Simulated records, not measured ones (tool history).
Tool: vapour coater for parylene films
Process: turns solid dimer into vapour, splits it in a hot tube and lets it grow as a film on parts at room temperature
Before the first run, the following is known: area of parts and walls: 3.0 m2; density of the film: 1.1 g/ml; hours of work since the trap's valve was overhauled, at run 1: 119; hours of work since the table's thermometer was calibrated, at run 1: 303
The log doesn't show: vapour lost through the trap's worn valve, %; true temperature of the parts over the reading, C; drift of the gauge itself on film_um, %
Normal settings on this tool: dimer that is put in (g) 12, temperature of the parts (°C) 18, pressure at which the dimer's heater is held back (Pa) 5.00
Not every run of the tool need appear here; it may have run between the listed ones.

run    hour  dimer that is put in (g)  temperature of the parts (°C)  pressure at which the dimer's heater is held back (Pa)  hours of work since the trap's valve was overhauled  hours of work since the table's thermometer was calibrated  thickness of the film (nm)
  1     0.0                        12                             18                                                    5.00                                                  119                                                         303                        2450
  2    25.3                        12                             18                                                    5.00                                                  131                                                         316                        2470
  3    56.7                        13                             18                                                    5.00                                                  146                                                         331                        2670
  4   105.0                         8                             18                                                    5.00                                                  169                                                         354                        1640
  5   130.1                         8                             18                                                    5.00                                                  181                                                         366                        1610
  6   156.3                         8                             18                                                    5.00                                                  194                                                         379                        1640
      182.1  -- trap's valve overhauled
  7   182.5                         8                             18                                                    5.00                                                    0                                                         389                        1650
  8   225.0                        12                             18                                                    5.00                                                   21                                                         410                        2470
  9   264.2                        12                             18                                                    5.00                                                   40                                                         429                        2470
 10   286.2                        12                             15                                                    5.00                                                   50                                                         439                        2760
 11   326.6                        12                             15                                                    5.00                                                   70                                                         459                        2770
 12   356.2                        12                             15                                                    5.00                                                   84                                                         473                        2790
 13   406.7                        12                             15                                                    5.00                                                  108                                                         497                        2750
 14   435.9                        12                             15                                                    5.00                                                  122                                                         511                        2760
 15   461.9                        19                             18                                                    5.00                                                  135                                                         524                        3870
 16   491.3                        19                             18                                                    5.00                                                  149                                                         538                        3900
 17   540.3                        19                             18                                                    5.00                                                  172                                                         561                        3900
 18   579.3                        12                             17                                                    5.00                                                  191                                                         580                        2550
      611.5  -- trap's valve overhauled
 19   636.7                         9                             17                                                    5.00                                                   12                                                         606                        1910
 20   680.6                        19                             13                                                    2.78                                                   33                                                         627                        5120
 21   710.5                        12                             15                                                    2.84                                                   48                                                         641                        2980
 22   753.6                        12                             15                                                    2.84                                                   68                                                         662                        2990
 23   804.4                         9                             15                                                    7.49                                                   93                                                         687                        1960
 24   827.6                        18                             20                                                    2.53                                                  104                                                         698                        3740
 25   850.6                        15                             18                                                    5.00                                                  115                                                         709                        3090
 26   899.5                        11                             24                                                    9.53                                                  139                                                         732                        1620
 27   942.8                        12                             18                                                   10.60                                                  159                                                         753                        2240
 28   964.9                        12                             17                                                   10.60                                                  170                                                         764                        2300
 29  1008.9                        12                             17                                                   10.60                                                  191                                                         785                        2320

What will run 30 give?
     1040.9  -- trap's valve overhauled
 30  1061.0                        12                             17                                                   10.60                                                   10                                                         808                           ?

{"run 30": {"thickness of the film (nm)": 2310}}
Take away the tool's hidden state, keep the run-to-run variation as it was, and the same run would have given thickness of the film (nm) 2310.
